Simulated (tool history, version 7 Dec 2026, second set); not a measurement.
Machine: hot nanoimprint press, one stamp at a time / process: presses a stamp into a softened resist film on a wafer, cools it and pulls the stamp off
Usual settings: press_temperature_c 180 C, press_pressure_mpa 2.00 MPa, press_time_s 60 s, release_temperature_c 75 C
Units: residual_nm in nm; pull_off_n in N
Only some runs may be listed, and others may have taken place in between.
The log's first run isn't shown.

| run | hour | press_temperature_c | press_pressure_mpa | press_time_s | release_temperature_c | residual_nm | pull_off_n |
|---|---|---|---|---|---|---|---|
| 2 | 20.9 | 180 | 2.00 | 60 | 75 | 361.9 | 189 |
| 3 | 44.6 | 180 | 2.00 | 60 | 75 | 360.3 | 187 |
| 4 | 57.5 | 180 | 2.00 | 60 | 75 | 358.2 | 192 |
| 5 | 79.5 | 180 | 1.79 | 60 | 75 | 377.3 | 187 |
| 6 | 99.6 | 180 | 1.79 | 60 | 75 | 377.9 | 189 |
| 7 | 121.6 | 180 | 1.79 | 60 | 75 | 377.1 | 184 |
| 8 | 137.1 | 180 | 1.79 | 60 | 75 | 378.1 | 190 |
| 9 | 162.5 | 180 | 2.00 | 60 | 76 | 358.7 | 184 |
| 10 | 189.5 | 180 | 2.00 | 60 | 76 | 356.4 | 188 |
| 11 | 203.0 | 180 | 2.00 | 109 | 75 | 289.1 | 191 |
| 12 | 222.6 | 180 | 2.00 | 60 | 68 | 354.6 | 217 |
|  | 229.8 | stamp cleaned and given a new release coat |
| 13 | 248.8 | 180 | 2.00 | 60 | 77 | 352.1 | 186 |
| 14 | 265.5 | 180 | 2.00 | 60 | 75 | 351.5 | 189 |
|  | 282.9 | plate thermocouple calibrated |
| 15 | 286.9 | 180 | 2.00 | 95 | 75 | 302.4 | 189 |
| 16 | 300.9 | 173 | 1.42 | 61 | 75 | 520.4 | 185 |
|  | 325.5 | gauge calibrated |
| 17 | 326.8 | 169 | 1.81 | 82 | 63 | 529.8 | 232 |
| 18 | 353.5 | 180 | 2.41 | 60 | 75 | 329.2 | 188 |
| 19 | 374.4 | 180 | 2.41 | 60 | 75 | 328.3 | 185 |

Run 20, settings as shown, results not yet in. Your forecast:
| 20 | 388.4 | 180 | 2.41 | 60 | 75 | ? | ? |

For run 20 the tool returned residual_nm 329.5 nm, pull_off_n 194 N.
If the tool had no hidden condition, the same run with the same run-to-run variation would have returned residual_nm 330.8 nm, pull_off_n 193 N.

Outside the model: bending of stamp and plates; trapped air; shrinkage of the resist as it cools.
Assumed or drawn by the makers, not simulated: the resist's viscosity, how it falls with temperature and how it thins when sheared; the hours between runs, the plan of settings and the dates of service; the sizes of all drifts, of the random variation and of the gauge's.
